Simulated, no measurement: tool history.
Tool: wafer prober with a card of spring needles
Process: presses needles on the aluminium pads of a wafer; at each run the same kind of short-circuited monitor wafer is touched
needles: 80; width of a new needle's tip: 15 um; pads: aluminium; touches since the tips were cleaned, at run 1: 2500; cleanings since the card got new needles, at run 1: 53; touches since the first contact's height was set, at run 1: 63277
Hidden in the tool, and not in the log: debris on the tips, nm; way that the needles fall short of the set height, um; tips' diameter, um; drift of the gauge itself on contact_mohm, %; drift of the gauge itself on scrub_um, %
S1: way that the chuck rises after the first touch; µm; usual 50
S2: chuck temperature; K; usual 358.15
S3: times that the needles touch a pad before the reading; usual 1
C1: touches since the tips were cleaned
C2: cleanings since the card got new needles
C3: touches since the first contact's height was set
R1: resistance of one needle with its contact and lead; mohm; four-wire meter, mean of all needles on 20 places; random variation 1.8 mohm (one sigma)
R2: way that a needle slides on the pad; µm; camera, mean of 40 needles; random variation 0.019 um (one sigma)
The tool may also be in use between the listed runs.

Run 1, hour 0.0: usual settings; C1 2500; C2 53; C3 63277. Result: R1 183 mohm, R2 12.75 µm.
At hour 17.3: tips cleaned on abrasive film.
Run 2, hour 30.9: usual settings but S2 298.15 K; C1 2605; C2 54; C3 69184. Result: R1 173 mohm, R2 12.76 µm.
At hour 46.4: tips cleaned on abrasive film.
At hour 78.6: tips cleaned on abrasive film.
Run 3, hour 81.1: usual settings but S2 298.15 K; C1 484; C2 56; C3 78761. Result: R1 171 mohm, R2 12.72 µm.
At hour 107.6: tips cleaned on abrasive film.
Run 4, hour 107.6: usual settings but S2 298.15 K; C1 0; C2 57; C3 83815. Result: R1 169 mohm, R2 12.78 µm.
At hour 138.2: tips cleaned on abrasive film.
Run 5, hour 155.7: usual settings but S3 3; C1 3353; C2 58; C3 93014. Result: R1 181 mohm, R2 12.74 µm.
At hour 168.4: tips cleaned on abrasive film.
At hour 196.4: tips cleaned on abrasive film.
Run 6, hour 215.9: usual settings but S3 3; C1 3749; C2 60; C3 104522. Result: R1 178 mohm, R2 12.76 µm.
At hour 226.1: tips cleaned on abrasive film.
At hour 256.5: tips cleaned on abrasive film.
Run 7, hour 279.9: usual settings but S3 3; C1 4487; C2 62; C3 116755. Result: R1 183 mohm, R2 12.77 µm.
At hour 287.8: tips cleaned on abrasive film.
At hour 293.3: height of the first contact set anew.
At hour 319.1: tips cleaned on abrasive film.
Run 8, hour 322.3: usual settings but S1 54 µm; C1 619; C2 64; C3 5541. Result: R1 179 mohm, R2 13.82 µm.
At hour 347.5: tips cleaned on abrasive film.
Run 9, hour 370.9: usual settings but S1 54 µm; C1 4490; C2 65; C3 14840. Result: R1 182 mohm, R2 13.83 µm.
At hour 375.3: tips cleaned on abrasive film.
Run 10, hour 398.0: usual settings; C1 4342; C2 66; C3 20004. Result: R1 179 mohm, R2 12.81 µm.
At hour 406.6: tips cleaned on abrasive film.
Run 11, hour 433.2: usual settings; C1 5107; C2 67; C3 26743. Result: R1 180 mohm, R2 12.75 µm.
At hour 438.2: tips cleaned on abrasive film.
At hour 470.1: tips cleaned on abrasive film.
Run 12, hour 487.2: usual settings; C1 3279; C2 69; C3 37041. Result: R1 181 mohm, R2 12.82 µm.
At hour 497.9: tips cleaned on abrasive film.
At hour 527.2: tips cleaned on abrasive film.
Run 13, hour 536.6: usual settings; C1 1808; C2 71; C3 46472. Result: R1 179 mohm, R2 12.82 µm.
At hour 555.4: tips cleaned on abrasive film.
Run 14, hour 575.1: usual settings; C1 3791; C2 72; C3 53841. Result: R1 182 mohm, R2 12.89 µm.
At hour 584.0: tips cleaned on abrasive film.
At hour 612.9: tips cleaned on abrasive film.
Run 15, hour 621.0: usual settings; C1 1545; C2 74; C3 62586. Result: R1 179 mohm, R2 12.86 µm.
At hour 642.4: tips cleaned on abrasive film.
At hour 670.5: tips cleaned on abrasive film.
Run 16, hour 670.5: usual settings; C1 0; C2 76; C3 72037. Result: R1 180 mohm, R2 12.87 µm.
At hour 699.6: tips cleaned on abrasive film.
Run 17, hour 706.0: usual settings; C1 1231; C2 77; C3 78830. Result: R1 181 mohm, R2 12.86 µm.
At hour 730.9: tips cleaned on abrasive film.
Run 18, hour 742.8: usual settings; C1 2268; C2 78; C3 85849. Result: R1 181 mohm, R2 12.90 µm.
At hour 760.4: tips cleaned on abrasive film.
Run 19, hour 781.3: usual settings; C1 4013; C2 79; C3 93216. Result: R1 179 mohm, R2 12.91 µm.
At hour 792.6: tips cleaned on abrasive film.
At hour 820.8: tips cleaned on abrasive film.
Run 20, hour 820.8: usual settings but S1 45 µm, S2 382.15 K; C1 0; C2 81; C3 100745. Result: R1 188 mohm, R2 11.64 µm.
At hour 851.0: tips cleaned on abrasive film.
Run 21, hour 862.8: usual settings but S1 36 µm, S2 335.15 K, S3 3; C1 2262; C2 82; C3 108780. Result: R1 182 mohm, R2 9.27 µm.
At hour 882.5: tips cleaned on abrasive film.
At hour 912.8: tips cleaned on abrasive film.
At hour 915.7: height of the first contact set anew.
Run 22, hour 917.2: usual settings but S1 36 µm, S2 335.15 K, S3 3; C1 778; C2 84; C3 277. Result: R1 181 mohm, R2 9.31 µm.
At hour 944.8: tips cleaned on abrasive film.
Run 23, hour 962.5: usual settings but S2 301.15 K, S3 2; C1 3397; C2 85; C3 8945. Result: R1 171 mohm, R2 12.92 µm.
At hour 976.6: tips cleaned on abrasive film.
Run 24, hour 1001.4: usual settings but S1 37 µm, S2 340.15 K, S3 2; C1 4759; C2 86; C3 16386. Result: R1 182 mohm, R2 9.59 µm.
At hour 1006.2: tips cleaned on abrasive film.
Run 25, hour 1028.0: usual settings but S1 37 µm, S2 340.15 K, S3 2; C1 4175; C2 87; C3 21455. Result: R1 184 mohm, R2 9.59 µm.
At hour 1035.4: tips cleaned on abrasive film.
Run 26, hour 1058.2: usual settings but S1 37 µm, S2 340.15 K, S3 2; C1 4364; C2 88; C3 27232. Result: R1 182 mohm, R2 9.59 µm.
At hour 1067.7: tips cleaned on abrasive film.
Run 27, hour 1087.7: usual settings but S1 37 µm, S2 340.15 K, S3 2; C1 3833; C2 89; C3 32857. Result: R1 186 mohm, R2 9.58 µm.
At hour 1097.7: tips cleaned on abrasive film.
At hour 1125.9: tips cleaned on abrasive film.
Run 28, hour 1125.9: usual settings but S1 37 µm, S2 340.15 K, S3 2; C1 0; C2 91; C3 40141. Result: R1 176 mohm, R2 9.61 µm.
At hour 1153.8: tips cleaned on abrasive film.
Run 29, hour 1153.8: usual settings but S1 37 µm, S2 340.15 K, S3 2; C1 0; C2 92; C3 45468. Result: R1 180 mohm, R2 9.61 µm.
At hour 1182.5: tips cleaned on abrasive film.
Run 30, hour 1205.7: usual settings but S1 36 µm; C1 4461; C2 93; C3 55407. Result: R1 187 mohm, R2 9.35 µm.
At hour 1211.5: tips cleaned on abrasive film.
At hour 1242.8: tips cleaned on abrasive film.
Run 31, hour 1262.5: usual settings but S1 55 µm, S2 317.15 K, S3 2; C1 3767; C2 95; C3 66240. Result: R1 173 mohm, R2 14.29 µm.
At hour 1275.4: tips cleaned on abrasive film.
At hour 1305.5: tips cleaned on abrasive film.
Run 32, hour 1313.2: usual settings but S1 63 µm, S2 305.15 K, S3 2; C1 1481; C2 97; C3 75933. Result: R1 169 mohm, R2 16.40 µm.
At hour 1335.9: tips cleaned on abrasive film.
Run 33, hour 1347.9: usual settings but S3 2; C1 2312; C2 98; C3 82566. Result: R1 177 mohm, R2 13.01 µm.

Hidden state or all else? Some run-to-run changes of R2, split into what the settings, what came in and random variation would give without the hidden state, and what is left for the hidden state (with any gauge scatter that isn't in both results):
Run 22 -> 23: S1 36 -> 50, S2 335.15 -> 301.15, S3 3 -> 2, tips cleaned on abrasive film. R2 +3.61 µm: hidden state +0.07, all else +3.54.
Run 30 -> 31: S1 36 -> 55, S2 358.15 -> 317.15, S3 1 -> 2, tips cleaned on abrasive film, tips cleaned on abrasive film. R2 +4.94 µm: hidden state +0.11, all else +4.83.
Run 32 -> 33: S1 63 -> 50, S2 305.15 -> 358.15, tips cleaned on abrasive film. R2 -3.39 µm: hidden state -0.07, all else -3.32.
